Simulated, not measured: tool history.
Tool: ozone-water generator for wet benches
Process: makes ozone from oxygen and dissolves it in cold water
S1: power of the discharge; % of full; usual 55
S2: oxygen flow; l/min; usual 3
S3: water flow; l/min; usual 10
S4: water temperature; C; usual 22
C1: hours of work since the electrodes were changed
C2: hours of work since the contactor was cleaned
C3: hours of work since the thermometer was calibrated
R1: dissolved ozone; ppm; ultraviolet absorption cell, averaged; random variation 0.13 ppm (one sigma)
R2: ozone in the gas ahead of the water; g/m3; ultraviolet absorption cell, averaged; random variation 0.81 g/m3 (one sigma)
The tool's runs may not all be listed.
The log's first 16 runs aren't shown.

run	hour	S1	S2	S3	S4	C1	C2	C3	R1	R2
17	1476	55	2.93	10	22	1202	1571	3173	12.3	124.8
18	1571.2	55	3	9	27	1269	1638	3240	12.4	123.2
19	1639.1	81	1.83	7	27	1317	1686	3288	18.3	192.9
20	1693	81	1.83	7	27	1355	1724	3326	18.3	192.8
21	1752.8	45	1.74	7	18	1397	1766	3368	14.5	138.5
# hour 1803.1: water thermometer calibrated
22	1882.3	97	3	13	22	1487	1857	56	14	171.3
23	1952.4	45	3	10	19	1537	1906	105	11.6	109.4
24	2025.8	55	3	10	21	1588	1958	157	12.6	121.2
25	2126.3	84	3	10	22	1659	2029	228	15.8	156
26	2191.2	43	2.46	10	22	1705	2075	273	10.5	116.6
27	2318.6	55	3	10	24	1795	2164	363	12	122.9
28	2420.8	55	3	10	24	1867	2236	435	12	120.6
29	2551.1	90	2.16	10	21	1958	2328	527	16.1	188.2
30	2605.5	64	2.35	10	26	1997	2366	565	12.3	148.6
31	2735	69	2.35	10	26	2088	2457	656	13	154.8
32	2804	69	3.87	10	20	2136	2506	705	14.8	123.5
33	2922.5	69	3.87	10	20	2220	2589	788	14.6	123.9
34	3050.8	42	3.87	10	20	2310	2680	878	10.9	92.5

Forecast each of these 3 alternatives for the next run:
A	3125.5	42	3.87	6	16	2363	2732	931	?	?
B	3125.5	42	3.32	7	21	2363	2732	931	?	?
C	3125.5	42	3.87	10	28	2363	2732	931	?	?

run	R1	R2
A	16.4	91.2
B	13.5	98.8
C	9.3	91.2
Without the tool's hidden state the same runs would have given:
run	R1	R2
A	17.4	94.8
B	14.3	102.6
C	9.9	94.8
